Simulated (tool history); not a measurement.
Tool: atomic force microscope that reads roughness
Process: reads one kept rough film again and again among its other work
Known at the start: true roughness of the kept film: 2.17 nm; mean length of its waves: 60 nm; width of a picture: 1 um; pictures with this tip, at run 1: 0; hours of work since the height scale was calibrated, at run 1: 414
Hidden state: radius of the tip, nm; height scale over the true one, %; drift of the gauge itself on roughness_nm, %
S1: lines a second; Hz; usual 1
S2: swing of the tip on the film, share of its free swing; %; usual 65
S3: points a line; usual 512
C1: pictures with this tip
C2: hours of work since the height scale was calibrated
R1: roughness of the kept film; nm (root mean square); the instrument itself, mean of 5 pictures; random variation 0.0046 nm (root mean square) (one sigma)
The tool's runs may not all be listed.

{"run": 1, "hour": 0.0, "S1": 1, "S2": 65, "S3": 512, "C1": 0, "C2": 414, "R1": 2.034}
{"run": 2, "hour": 11.3, "S1": 1, "S2": 65, "S3": 512, "C1": 9, "C2": 420, "R1": 2.03}
{"run": 3, "hour": 23.2, "S1": 1, "S2": 65, "S3": 512, "C1": 19, "C2": 426, "R1": 2.027}
{"run": 4, "hour": 43.2, "S1": 1, "S2": 65, "S3": 512, "C1": 35, "C2": 437, "R1": 2.028}
{"run": 5, "hour": 55.6, "S1": 1, "S2": 65, "S3": 512, "C1": 46, "C2": 444, "R1": 2.012}
{"run": 6, "hour": 72.1, "S1": 3.76, "S2": 65, "S3": 512, "C1": 59, "C2": 452, "R1": 1.804}
{"run": 7, "hour": 85.9, "S1": 3.76, "S2": 81, "S3": 512, "C1": 71, "C2": 460, "R1": 1.489}
{"run": 8, "hour": 107.6, "S1": 3.76, "S2": 81, "S3": 512, "C1": 88, "C2": 471, "R1": 1.484}
{"run": 9, "hour": 122.5, "S1": 2.96, "S2": 65, "S3": 512, "C1": 101, "C2": 479, "R1": 1.835}
{"run": 10, "hour": 141.9, "S1": 2.54, "S2": 60, "S3": 956, "C1": 117, "C2": 490, "R1": 1.911}
{"run": 11, "hour": 153.3, "S1": 1.26, "S2": 81, "S3": 512, "C1": 126, "C2": 496, "R1": 1.815}
{"hour": 167.0, "done": "new tip fitted"}
{"run": 12, "hour": 176.4, "S1": 1.41, "S2": 56, "S3": 512, "C1": 8, "C2": 508, "R1": 2.049}
{"run": 13, "hour": 198.6, "S1": 1.48, "S2": 87, "S3": 538, "C1": 26, "C2": 520, "R1": 1.748}
{"run": 14, "hour": 208.5, "S1": 1.46, "S2": 62, "S3": 913, "C1": 34, "C2": 525, "R1": 2.003}
{"run": 15, "hour": 220.4, "S1": 0.54, "S2": 63, "S3": 913, "C1": 44, "C2": 532, "R1": 2.062}
{"run": 16, "hour": 234.7, "S1": 0.54, "S2": 63, "S3": 913, "C1": 56, "C2": 539, "R1": 2.06}
{"run": 17, "hour": 253.8, "S1": 3.47, "S2": 63, "S3": 457, "C1": 71, "C2": 550, "R1": 1.844}
{"run": 18, "hour": 271.5, "S1": 3.95, "S2": 69, "S3": 842, "C1": 86, "C2": 559, "R1": 1.708}

3 ways to go on from here, each from the tool as it stands after run 18. What would each give?
{"run": "A", "hour": 291.8, "S1": 0.85, "S2": 60, "S3": 963, "C1": 103, "C2": 570, "R1": "?"}
{"run": "B", "hour": 291.8, "S1": 1, "S2": 82, "S3": 512, "C1": 103, "C2": 570, "R1": "?"}
{"run": "C", "hour": 291.8, "S1": 1.44, "S2": 61, "S3": 375, "C1": 103, "C2": 570, "R1": "?"}

run=A R1=2.031
run=B R1=1.873
run=C R1=1.987
Without the tool's hidden state the same runs would have given:
run=A R1=2.067
run=B R1=1.906
run=C R1=2.022
